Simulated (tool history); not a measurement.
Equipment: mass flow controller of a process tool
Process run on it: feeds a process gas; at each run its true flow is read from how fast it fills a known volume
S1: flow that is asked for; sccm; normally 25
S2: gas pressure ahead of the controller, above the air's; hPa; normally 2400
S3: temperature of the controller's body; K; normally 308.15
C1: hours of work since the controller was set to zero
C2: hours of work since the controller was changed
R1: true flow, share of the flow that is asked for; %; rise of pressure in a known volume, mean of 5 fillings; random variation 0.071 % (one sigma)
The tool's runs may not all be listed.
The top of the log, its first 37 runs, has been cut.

Run 38, hour 2008.0: usual settings but S1 46 sccm, S2 2450 hPa, S3 309.15 K; C1 1848; C2 1848. Result: R1 101.15 %.
Run 39, hour 2088.7: usual settings but S1 46 sccm, S2 2450 hPa, S3 309.15 K; C1 1902; C2 1902. Result: R1 101.04 %.
Run 40, hour 2157.5: usual settings but S1 46 sccm, S2 2450 hPa, S3 297.15 K; C1 1948; C2 1948. Result: R1 100.21 %.
Run 41, hour 2231.2: usual settings but S1 46 sccm, S2 2450 hPa, S3 297.15 K; C1 1997; C2 1997. Result: R1 100.16 %.
Run 42, hour 2275.0: usual settings but S1 6 sccm, S2 1540 hPa, S3 306.15 K; C1 2026; C2 2026. Result: R1 97.83 %.
Run 43, hour 2323.3: usual settings but S1 8 sccm, S2 2040 hPa, S3 295.15 K; C1 2059; C2 2059. Result: R1 97.82 %.
Run 44, hour 2368.3: usual settings but S1 15 sccm, S2 1880 hPa, S3 307.15 K; C1 2089; C2 2089. Result: R1 99.59 %.
Run 45, hour 2445.8: usual settings but S2 2060 hPa, S3 297.15 K; C1 2141; C2 2141. Result: R1 99.30 %.
Run 46, hour 2499.8: usual settings but S2 2060 hPa, S3 297.15 K; C1 2177; C2 2177. Result: R1 99.44 %.
Run 47, hour 2559.9: usual settings but S2 2060 hPa, S3 297.15 K; C1 2217; C2 2217. Result: R1 99.42 %.
Run 48, hour 2637.1: usual settings but S1 14 sccm, S2 1620 hPa, S3 301.15 K; C1 2269; C2 2269. Result: R1 98.67 %.
Run 49, hour 2698.0: usual settings but S1 14 sccm, S2 1620 hPa, S3 301.15 K; C1 2309; C2 2309. Result: R1 98.79 %.

Below are 3 alternative next runs, each starting from the tool's condition after run 49. Predict each:
Run A, hour 2756.6: usual settings but S1 20 sccm, S2 1900 hPa, S3 297.15 K; C1 2349; C2 2349. Result: R1 ?.
Run B, hour 2756.6: usual settings but S3 300.15 K; C1 2349; C2 2349. Result: R1 ?.
Run C, hour 2756.6: usual settings but S1 18 sccm; C1 2349; C2 2349. Result: R1 ?.

run      R1
  A   99.09
  B   99.67
  C  100.05
Stripped of hidden state, with their random variation kept, the same runs would have yielded:
run      R1
  A   99.36
  B   99.78
  C  100.39

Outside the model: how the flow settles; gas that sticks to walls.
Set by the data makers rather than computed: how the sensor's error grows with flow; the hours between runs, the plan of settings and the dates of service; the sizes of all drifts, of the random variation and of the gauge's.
